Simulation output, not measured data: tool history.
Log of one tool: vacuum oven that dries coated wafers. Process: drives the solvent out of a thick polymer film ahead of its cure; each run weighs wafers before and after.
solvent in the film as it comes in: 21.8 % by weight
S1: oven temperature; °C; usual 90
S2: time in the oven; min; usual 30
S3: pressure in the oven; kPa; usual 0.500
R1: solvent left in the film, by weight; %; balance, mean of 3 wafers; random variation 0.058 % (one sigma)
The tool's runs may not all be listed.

run,day,S1,S2,S3,R1
1,0.000,90,30,0.500,2.66
2,0.533,90,30,0.500,2.65
3,1.004,90,30,0.500,2.61
4,1.550,90,30,0.500,2.54
5,1.879,90,30,0.500,2.55
6,2.592,80,30,0.500,6.10
7,3.271,80,30,0.500,6.19
8,4.038,80,30,0.500,6.08
9,4.454,80,30,0.500,6.10
10,5.083,90,30,0.500,2.64
11,5.525,90,30,0.500,2.50
12,6.025,90,41,0.500,1.58
13,6.392,90,41,0.500,1.47
14,7.088,90,41,0.566,1.51
15,7.821,89,30,0.500,2.69
16,8.312,89,20,0.500,4.80
17,8.700,90,30,0.500,2.42
18,9.300,90,30,0.363,2.28
19,9.679,90,30,0.363,2.28
20,10.021,90,30,0.500,2.39
21,10.658,90,30,0.500,2.35
22,11.279,90,30,0.500,2.46
23,11.738,88,30,1.835,4.26
24,12.083,90,20,0.340,4.25
25,12.671,75,30,0.500,9.52
26,13.312,75,30,0.500,9.33
27,13.917,75,30,0.500,9.15
28,14.442,75,29,1.270,10.38
29,14.983,90,30,0.736,3.53
30,15.700,90,30,0.736,3.47
31,16.083,90,30,0.736,3.53
32,16.800,90,20,0.736,5.81
33,17.512,97,20,1.497,3.93
34,18.246,98,28,0.279,1.36
35,18.671,90,26,1.228,4.76
36,19.425,78,31,0.500,7.85
37,20.133,76,30,0.661,8.90
38,20.883,76,30,0.661,8.87
39,21.246,98,30,1.099,1.84
40,21.812,76,35,1.821,9.62
41,22.375,88,35,0.477,3.18
42,22.933,88,54,0.325,1.46
43,23.279,88,54,0.325,1.36
44,23.708,94,21,0.857,4.02

Not shown: 2 entries that the log had between the listed runs. Between which runs, and how does the tool's hidden state differ before and after?
Between runs 14 and 15: oven's thermocouples calibrated (day 7.696)
  true wafer temperature over the reading, C: 2.68 -> 3.11; true pressure over the reading, kPa: 0.127 -> 0.13
  measured less the result without the state, R1: -0.40 -> -0.84 %
Between runs 24 and 25: oven's thermocouples calibrated, once more (day 12.462)
  true wafer temperature over the reading, C: 3.22 -> 0.17; true pressure over the reading, kPa: 0.151 -> 0.154
  measured less the result without the state, R1: -1.07 -> +0.12 %
